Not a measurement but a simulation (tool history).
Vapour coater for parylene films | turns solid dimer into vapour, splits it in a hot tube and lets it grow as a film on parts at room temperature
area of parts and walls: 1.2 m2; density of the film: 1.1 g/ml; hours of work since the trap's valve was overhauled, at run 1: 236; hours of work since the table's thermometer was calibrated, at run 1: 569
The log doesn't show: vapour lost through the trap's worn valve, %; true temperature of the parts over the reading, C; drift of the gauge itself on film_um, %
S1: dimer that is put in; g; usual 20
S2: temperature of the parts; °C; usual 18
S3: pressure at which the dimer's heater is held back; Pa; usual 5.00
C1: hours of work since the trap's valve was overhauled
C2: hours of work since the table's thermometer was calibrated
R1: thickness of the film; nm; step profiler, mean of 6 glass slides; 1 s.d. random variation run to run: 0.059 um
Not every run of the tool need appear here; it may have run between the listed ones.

run	hour	S1	S2	S3	C1	C2	R1
1	0.0	20	18	5.00	236	569	6920
2	21.2	20	18	5.00	252	585	6900
3	47.3	20	18	11.16	272	604	5740
4	62.0	9	18	5.00	283	615	3060
5	89.0	20	18	5.00	303	636	6870
6	111.4	20	13	5.00	320	652	7960
# hour 117.3: trap's valve overhauled
7	141.0	19	18	5.00	18	671	6530
8	156.4	19	18	5.00	29	683	6520
9	171.8	19	18	5.00	41	694	6540
10	195.2	20	11	5.00	58	712	8480
11	209.3	20	11	5.00	69	722	8470
12	235.0	20	11	5.00	88	742	8560
13	253.5	20	11	5.00	102	755	8550
14	281.7	20	18	5.00	123	776	6720
15	307.5	20	18	5.00	142	796	6890
16	321.8	20	18	5.00	153	806	6830
17	337.6	20	18	5.00	164	818	6990
18	352.9	20	18	5.00	176	830	6800
19	383.0	20	18	5.00	198	852	6810
20	408.9	20	18	5.00	218	871	6980
21	436.6	20	18	5.00	238	892	6960
22	459.2	20	18	5.00	255	909	6930
23	480.4	20	10	5.00	271	925	8750
24	500.2	20	22	3.61	286	940	6590
25	516.6	20	22	3.61	298	952	6470
26	536.4	13	22	9.19	313	967	3390
# hour 552.0: trap's valve overhauled
27	568.1	13	21	5.00	12	987	3960
28	582.0	20	15	2.26	22	998	9010
29	606.0	20	15	2.26	40	1016	8810
30	620.1	20	15	2.26	51	1026	8990
31	635.5	12	23	5.00	62	1038	3570
32	664.6	12	12	8.02	84	1059	4470
33	680.5	20	18	5.00	96	1071	6860
34	708.7	20	18	5.00	117	1092	6840
35	728.5	20	11	8.97	132	1107	7490
36	744.3	9	11	8.97	144	1119	3360
37	774.7	9	11	8.97	166	1142	3380
38	798.8	9	11	8.97	184	1160	3330
39	821.8	12	12	9.57	201	1177	4400
40	852.9	34	24	5.00	225	1200	9730
41	865.8	34	17	6.83	234	1210	11310
42	880.7	34	17	6.83	245	1221	11400
43	894.5	23	18	5.00	256	1231	7800
44	922.9	16	13	6.97	277	1252	5950
45	951.9	20	20	2.05	299	1274	7770
46	971.7	20	20	2.05	313	1289	7850

Here are 4 independent what-if runs from the current tool condition. What would each one return?
# hour 987.5: trap's valve overhauled
A	994.1	20	20	2.05	5	1302	?
# hour 987.5: trap's valve overhauled
B	994.1	20	20	6.22	5	1302	?
# hour 987.5: trap's valve overhauled
C	994.1	15	11	5.89	5	1302	?
# hour 987.5: trap's valve overhauled
D	994.1	20	20	2.94	5	1302	?

run	R1
A	7870
B	6190
C	6140
D	7110
Without the tool's hidden state the same runs would have given:
run	R1
A	7880
B	6190
C	6140
D	7110
